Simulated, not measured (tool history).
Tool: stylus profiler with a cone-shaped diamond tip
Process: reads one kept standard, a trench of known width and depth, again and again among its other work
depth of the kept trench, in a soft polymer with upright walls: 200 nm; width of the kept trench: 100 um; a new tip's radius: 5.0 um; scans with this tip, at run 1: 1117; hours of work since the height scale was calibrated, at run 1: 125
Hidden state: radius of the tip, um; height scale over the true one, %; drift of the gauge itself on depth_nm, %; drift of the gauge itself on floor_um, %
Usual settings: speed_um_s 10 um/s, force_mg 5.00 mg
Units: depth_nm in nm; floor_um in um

run   hour  speed_um_s  force_mg  scans with this tip  hours of work since the height scale was calibrated  depth_nm  floor_um
  1    0.0          10      5.00                 1117                                                  125    202.88     97.14
  2   15.0          10      5.00                 1194                                                  133    202.81     97.20
  3   29.8          10      5.00                 1269                                                  142    202.99     97.18
  4   50.7          10      5.00                 1376                                                  154    202.75     97.20
  5   67.4           4      5.00                 1461                                                  163    202.75     97.15
  6   79.5           4      5.00                 1523                                                  170    202.62     97.25
  7  106.0           4      5.00                 1659                                                  185    202.76     97.21
  8  124.2           4      5.00                 1752                                                  195    202.72     97.15
  9  141.5          14      5.00                 1840                                                  205    202.77     97.19
 10  161.6          10      2.21                 1943                                                  217    201.64     97.17
 11  185.0          10      2.21                 2062                                                  230    201.51     97.18
 12  205.1          10     13.25                 2165                                                  242    205.29     97.16
 13  230.4          10     13.25                 2294                                                  256    205.20     97.18
 14  248.1          10     13.25                 2385                                                  266    205.07     97.20
 15  267.4          38     13.25                 2483                                                  277    205.17     97.10
 16  293.4          38     13.25                 2616                                                  292    205.21     97.18
 17  312.9          38     13.25                 2716                                                  303    205.20     97.13
 18  338.2           3      5.00                 2845                                                  317    202.52     97.16
 19  367.4          10      5.00                 2994                                                  334    202.91     97.12
 20  389.0          10      5.00                 3105                                                  346    202.80     97.13
 21  409.3          10      5.00                 3208                                                  358    202.69     97.20
 22  438.6          10      5.00                 3358                                                  375    202.58     97.18
 23  459.7          10     11.73                 3466                                                  387    204.97     97.09
 24  483.2          10     11.73                 3586                                                  400    204.51     97.22

The next listed run, before its measurement:
 25  511.0          10      9.60                 3728                                                  416         ?         ?

Run 25 gave depth_nm 204.18 nm, floor_um 97.14 um.
Without the tool's hidden state the same run would have given depth_nm 204.18 nm, floor_um 97.14 um.
